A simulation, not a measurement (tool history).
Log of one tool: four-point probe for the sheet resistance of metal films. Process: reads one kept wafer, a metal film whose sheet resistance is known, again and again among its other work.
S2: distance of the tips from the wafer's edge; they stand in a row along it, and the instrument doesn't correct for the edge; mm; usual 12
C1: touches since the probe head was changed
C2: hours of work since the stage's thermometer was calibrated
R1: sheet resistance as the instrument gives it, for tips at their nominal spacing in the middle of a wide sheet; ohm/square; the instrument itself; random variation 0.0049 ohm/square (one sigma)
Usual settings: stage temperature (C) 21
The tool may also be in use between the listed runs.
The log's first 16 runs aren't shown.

{"run": 17, "hour": 708.9, "stage temperature (C)": 28, "S2": 4, "C1": 77891, "C2": 1023, "R1": 24.741005}
{"hour": 713.4, "done": "stage's thermometer calibrated"}
{"run": 18, "hour": 752.3, "stage temperature (C)": 28, "S2": 4, "C1": 79316, "C2": 23, "R1": 24.740686}
{"run": 19, "hour": 795.5, "stage temperature (C)": 19, "S2": 3, "C1": 80749, "C2": 48, "R1": 24.981969}
{"hour": 849.2, "done": "stage's thermometer calibrated, once more"}
{"run": 20, "hour": 851.4, "stage temperature (C)": 26, "S2": 12, "C1": 82590, "C2": 1, "R1": 24.559818}
{"run": 21, "hour": 903.9, "stage temperature (C)": 33, "S2": 46, "C1": 84332, "C2": 32, "R1": 24.470846}
{"run": 22, "hour": 940.4, "stage temperature (C)": 27, "S2": 10, "C1": 85544, "C2": 54, "R1": 24.55948}
{"run": 23, "hour": 966.4, "stage temperature (C)": 27, "S2": 10, "C1": 86409, "C2": 69, "R1": 24.557749}
{"run": 24, "hour": 1022.8, "stage temperature (C)": 27, "S2": 10, "C1": 88279, "C2": 102, "R1": 24.543557}
{"run": 25, "hour": 1077.3, "stage temperature (C)": 27, "S2": 10, "C1": 90090, "C2": 134, "R1": 24.560671}
{"run": 26, "hour": 1133.2, "stage temperature (C)": 34, "S2": 10, "C1": 91946, "C2": 167, "R1": 24.499341}
{"run": 27, "hour": 1158.0, "stage temperature (C)": 22, "S2": 18, "C1": 92766, "C2": 182, "R1": 24.567509}
{"run": 28, "hour": 1189.9, "stage temperature (C)": 20, "S2": 33, "C1": 93827, "C2": 200, "R1": 24.575737}
{"run": 29, "hour": 1235.6, "stage temperature (C)": 20, "S2": 33, "C1": 95345, "C2": 227, "R1": 24.57941}
{"run": 30, "hour": 1261.0, "stage temperature (C)": 34, "S2": 33, "C1": 96185, "C2": 242, "R1": 24.461558}

5 ways to go on from here, each from the tool as it stands after run 30. What would each give?
{"run": "A", "hour": 1312.2, "stage temperature (C)": 27, "S2": 12, "C1": 97886, "C2": 272, "R1": "?"}
{"run": "B", "hour": 1312.2, "stage temperature (C)": 28, "S2": 33, "C1": 97886, "C2": 272, "R1": "?"}
{"run": "C", "hour": 1312.2, "stage temperature (C)": 21, "S2": 20, "C1": 97886, "C2": 272, "R1": "?"}
{"run": "D", "hour": 1312.2, "stage temperature (C)": 25, "S2": 16, "C1": 97886, "C2": 272, "R1": "?"}
{"run": "E", "hour": 1312.2, "stage temperature (C)": 31, "S2": 38, "C1": 97886, "C2": 272, "R1": "?"}

run=A R1=24.551983
run=B R1=24.517648
run=C R1=24.585163
run=D R1=24.545988
run=E R1=24.487459
Without the tool's hidden state the same runs would have given:
run=A R1=24.501109
run=B R1=24.466861
run=C R1=24.534105
run=D R1=24.495088
run=E R1=24.436789
